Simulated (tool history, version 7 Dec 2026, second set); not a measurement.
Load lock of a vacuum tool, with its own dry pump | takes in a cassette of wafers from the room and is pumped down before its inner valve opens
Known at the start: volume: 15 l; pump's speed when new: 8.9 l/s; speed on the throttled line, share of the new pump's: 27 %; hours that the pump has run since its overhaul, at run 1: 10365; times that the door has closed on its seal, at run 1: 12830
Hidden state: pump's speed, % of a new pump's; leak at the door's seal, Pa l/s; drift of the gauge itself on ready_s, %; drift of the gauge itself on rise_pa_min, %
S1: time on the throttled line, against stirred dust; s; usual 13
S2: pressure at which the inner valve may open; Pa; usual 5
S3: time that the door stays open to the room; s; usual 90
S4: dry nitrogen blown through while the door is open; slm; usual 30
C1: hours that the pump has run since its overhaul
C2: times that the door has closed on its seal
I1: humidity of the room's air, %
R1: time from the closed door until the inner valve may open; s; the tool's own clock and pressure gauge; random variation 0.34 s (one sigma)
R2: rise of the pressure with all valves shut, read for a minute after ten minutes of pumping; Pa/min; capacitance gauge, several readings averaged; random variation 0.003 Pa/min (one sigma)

run,hour,S1,S2,S3,S4,C1,C2,I1,R1,R2
1,0,13,5,90,30,10365,12830,45.1,25.9,0.037
2,350.6,13,8,90,30,10715,13504,45.3,25.2,0.035
3,509.2,13,8,90,30,10874,13809,45.3,25.4,0.042
4,665.1,13,8,90,30,11030,14108,42.7,25.2,0.035
5,955,13,5,126,30,11320,14665,43.8,26.2,0.038
6,1272.7,13,5,126,30,11637,15276,43.3,25.9,0.041
7,1463.7,13,5,126,30,11828,15643,42.5,25.8,0.044
8,1623.6,13,5,126,30,11988,15950,49.1,26.6,0.04
9,1953.9,13,5,90,30,12319,16585,50.9,25.9,0.036
10,2123.8,13,5,90,30,12489,16911,46.4,26.3,0.042
11,2406.7,13,5,90,30,12772,17455,40.1,26.3,0.03
12,2560,13,5,90,30,12925,17749,43.5,26.1,0.03
13,2898.3,13,5,90,30,13263,18399,45.5,27.1,0.038
14,3209.4,13,5,90,30,13574,18997,46.4,26,0.035
15,3485.3,13,5,90,30,13850,19527,44.7,26.2,0.036
16,3762.7,13,5,90,30,14127,20060,43.8,26.6,0.036
17,3954.4,13,5,225,30,14319,20428,44.4,27.1,0.052
18,4292.4,13,5,225,30,14657,21077,42.9,26.6,0.051
19,4618.4,13,5,225,30,14983,21704,45.1,26.2,0.051
20,4887.5,13,5,225,30,15252,22221,42.5,26.2,0.051
21,5212.3,13,5,225,30,15577,22845,48.8,25.9,0.052
22,5369.1,13,9,67,22,15734,23146,48.4,25.7,0.042
23,5700,6,6,168,18,16065,23782,46.4,21,0.065
24,6020,6,6,168,18,16385,24397,46.8,21.4,0.067
25,6344.9,13,4,90,9,16710,25021,46.9,25.7,0.056
26,6568.1,13,8,44,30,16933,25450,43.3,25.3,0.032
27,6902.8,13,8,44,30,17268,26093,43.5,24.8,0.03
28,7103.2,13,4,90,30,17468,26478,42.5,26.4,0.037
29,7291.9,13,4,90,30,17657,26841,42.5,26.2,0.038
30,7445.1,13,5,90,30,17810,27135,47.1,26.4,0.035
31,7760.7,13,5,90,30,18126,27741,45.9,26.5,0.035
32,7910.7,13,5,90,30,18276,28030,44.5,26,0.037
33,8225,9,8,225,13,18590,28633,45.9,21.8,0.071
34,8543.3,20,5,90,8,18908,29245,46.1,31.2,0.063
35,8869.6,19,8,226,12,19234,29872,45.2,30.4,0.075
36,9127.3,8,6,98,5,19492,30367,46.4,22.4,0.071
37,9380.9,13,6,90,30,19746,30854,46.6,25.9,0.036

Hidden state or all else? Some run-to-run changes of R2, split into what the settings, what came in and random variation would give without the hidden state, and what is left for the hidden state (with any gauge scatter that isn't in both results):
Run 1 -> 2: S2 5 -> 8. R2 -0.002 Pa/min: hidden state -0.001, all else -0.001.
Run 3 -> 4: no setting changed, nothing entered. R2 -0.007 Pa/min: hidden state +0.001, all else -0.008.
Run 20 -> 21: no setting changed, nothing entered. R2 +0.001 Pa/min: hidden state +0.001, all else +0.
Run 25 -> 26: S2 4 -> 8, S3 90 -> 44, S4 9 -> 30. R2 -0.024 Pa/min: hidden state +0, all else -0.024.
Run 32 -> 33: S1 13 -> 9, S2 5 -> 8, S3 90 -> 225, S4 30 -> 13. R2 +0.034 Pa/min: hidden state +0, all else +0.034.
Run 36 -> 37: S1 8 -> 13, S3 98 -> 90, S4 5 -> 30. R2 -0.035 Pa/min: hidden state +0.001, all else -0.036.

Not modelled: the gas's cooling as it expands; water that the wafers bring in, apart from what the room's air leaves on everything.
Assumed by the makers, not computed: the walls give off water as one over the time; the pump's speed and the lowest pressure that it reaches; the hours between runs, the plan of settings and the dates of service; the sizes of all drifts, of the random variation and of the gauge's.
